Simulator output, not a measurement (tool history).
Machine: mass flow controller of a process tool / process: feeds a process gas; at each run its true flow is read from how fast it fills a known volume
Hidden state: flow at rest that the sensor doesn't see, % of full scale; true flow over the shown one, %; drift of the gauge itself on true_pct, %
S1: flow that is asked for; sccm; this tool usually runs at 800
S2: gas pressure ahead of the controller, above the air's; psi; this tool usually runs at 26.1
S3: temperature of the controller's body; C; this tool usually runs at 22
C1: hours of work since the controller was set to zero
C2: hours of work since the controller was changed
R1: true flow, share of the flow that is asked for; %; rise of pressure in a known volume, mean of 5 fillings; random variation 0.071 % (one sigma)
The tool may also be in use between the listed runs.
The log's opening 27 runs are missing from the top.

Run 28, hour 2522.5: usual settings but S1 122 sccm, S2 24.8 psi, S3 31 C; C1 3679; C2 3679. Result: R1 104.98 %.
Run 29, hour 2615: usual settings but S1 206 sccm, S2 24.8 psi, S3 23 C; C1 3730; C2 3730. Result: R1 104.19 %.
Run 30, hour 2729.6: usual settings but S1 206 sccm, S2 35.7 psi, S3 23 C; C1 3793; C2 3793. Result: R1 103.83 %.
Run 31, hour 2801.6: usual settings but S1 595 sccm, S2 37.6 psi, S3 39 C; C1 3833; C2 3833. Result: R1 100.61 %.
Run 32, hour 2883.4: usual settings but S1 719 sccm, S2 29.6 psi, S3 26 C; C1 3878; C2 3878. Result: R1 102.16 %.
Run 33, hour 2993.7: usual settings but S1 179 sccm, S2 22.5 psi, S3 31 C; C1 3939; C2 3939. Result: R1 104.03 %.
Run 34, hour 3110.2: usual settings but S1 179 sccm, S2 22.5 psi, S3 31 C; C1 4003; C2 4003. Result: R1 104.1 %.
Run 35, hour 3226.4: usual settings but S1 179 sccm, S2 22.5 psi, S3 31 C; C1 4067; C2 4067. Result: R1 104.13 %.
Run 36, hour 3357.1: usual settings but S2 36.3 psi; C1 4139; C2 4139. Result: R1 102.48 %.
Run 37, hour 3447.2: usual settings but S2 36.3 psi; C1 4188; C2 4188. Result: R1 102.44 %.
Run 38, hour 3511.4: usual settings but S2 36.3 psi; C1 4223; C2 4223. Result: R1 102.36 %.
Run 39, hour 3569: usual settings but S3 30 C; C1 4255; C2 4255. Result: R1 101.96 %.
Run 40, hour 3646.7: usual settings but S1 788 sccm, S2 23.2 psi, S3 34 C; C1 4298; C2 4298. Result: R1 101.66 %.
Run 41, hour 3718.3: usual settings but S1 326 sccm, S2 28.9 psi, S3 30 C; C1 4337; C2 4337. Result: R1 103.01 %.
Run 42, hour 3775.4: usual settings but S1 732 sccm, S3 30 C; C1 4369; C2 4369. Result: R1 102.16 %.
Run 43, hour 3851.1: usual settings but S1 732 sccm, S3 30 C; C1 4410; C2 4410. Result: R1 102.01 %.
Run 44, hour 3909.1: usual settings but S1 732 sccm, S3 30 C; C1 4442; C2 4442. Result: R1 102.12 %.
Run 45, hour 4019.9: usual settings but S2 31.6 psi, S3 29 C; C1 4503; C2 4503. Result: R1 102.09 %.
Run 46, hour 4084: usual settings but S1 627 sccm, S2 33.1 psi, S3 21 C; C1 4539; C2 4539. Result: R1 102.85 %.
Run 47, hour 4192.8: usual settings but S1 580 sccm, S2 29.4 psi, S3 35 C; C1 4598; C2 4598. Result: R1 101.79 %.
Run 48, hour 4259.1: usual settings but S2 34.8 psi, S3 26 C; C1 4635; C2 4635. Result: R1 102.33 %.

Here are 4 independent what-if runs from the current tool condition. What would each one return?
Run A, hour 4359.9: usual settings but S1 393 sccm, S2 30.5 psi; C1 4690; C2 4690. Result: R1 ?.
Run B, hour 4359.9: usual settings but S1 138 sccm, S2 34.8 psi, S3 32 C; C1 4690; C2 4690. Result: R1 ?.
Run C, hour 4359.9: usual settings but S1 290 sccm, S2 39.7 psi, S3 32 C; C1 4690; C2 4690. Result: R1 ?.
Run D, hour 4359.9: usual settings but S2 23.4 psi; C1 4690; C2 4690. Result: R1 ?.

run      R1
  A  103.61
  B  105.46
  C  102.72
  D  103.17
The same runs, with their run-to-run variation unchanged, on a tool lacking any hidden condition would have given:
run      R1
  A     100
  B   98.68
  C   98.51
  D  100.44

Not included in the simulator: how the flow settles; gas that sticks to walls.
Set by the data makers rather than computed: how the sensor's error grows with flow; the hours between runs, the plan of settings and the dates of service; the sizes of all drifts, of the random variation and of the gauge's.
